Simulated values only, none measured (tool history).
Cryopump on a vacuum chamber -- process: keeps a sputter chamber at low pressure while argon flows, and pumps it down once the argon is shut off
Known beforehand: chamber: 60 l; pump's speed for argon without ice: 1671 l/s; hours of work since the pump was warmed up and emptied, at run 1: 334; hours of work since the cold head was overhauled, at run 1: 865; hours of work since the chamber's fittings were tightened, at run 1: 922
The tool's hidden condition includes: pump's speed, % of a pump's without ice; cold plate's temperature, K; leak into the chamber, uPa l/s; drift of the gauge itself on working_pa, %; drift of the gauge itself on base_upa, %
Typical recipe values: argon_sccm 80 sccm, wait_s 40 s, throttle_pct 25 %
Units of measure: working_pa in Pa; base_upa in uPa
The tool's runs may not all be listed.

run	hour	argon_sccm	wait_s	throttle_pct	hours of work since the pump was warmed up and emptied	hours of work since the cold head was overhauled	hours of work since the chamber's fittings were tightened	working_pa	base_upa
1	0	80	40	25	334	865	922	0.3431	2.44
2	41.4	77	40	25	363	894	951	0.3321	2.33
3	75.9	152	40	25	387	919	975	0.6621	2.39
4	128	152	40	25	423	955	1011	0.6693	2.43
5	160.6	80	40	30	446	978	1034	0.2982	2.53
6	197.9	80	40	30	472	1004	1060	0.3026	2.49
# hour 222.1: pump warmed up, emptied and cooled again
7	226.8	80	40	40	3	1021	1077	0.2039	2.3
8	280.1	80	40	40	41	1058	1114	0.2075	2.32
9	335	80	40	40	79	1096	1153	0.2063	2.29
10	384.2	80	40	40	113	1131	1187	0.2107	2.33
11	414.8	80	40	40	135	1152	1209	0.214	2.39
12	467.8	41	40	25	172	1189	1246	0.1729	2.45
13	524.9	41	40	25	212	1229	1286	0.1732	2.46
14	575.1	80	40	21	247	1265	1321	0.4039	2.52
15	619.3	80	40	21	278	1296	1352	0.4063	2.52
16	644.2	80	40	21	296	1313	1369	0.4052	2.52
17	690.1	80	40	21	328	1345	1402	0.4104	2.68

What will run 18 give?
18	736.2	80	40	21	360	1377	1434	?	?

Run 18 yielded working_pa 0.4131 Pa, base_upa 2.71 uPa.
Without the tool's hidden state the same run would have given working_pa 0.3853 Pa, base_upa 1.87 uPa.
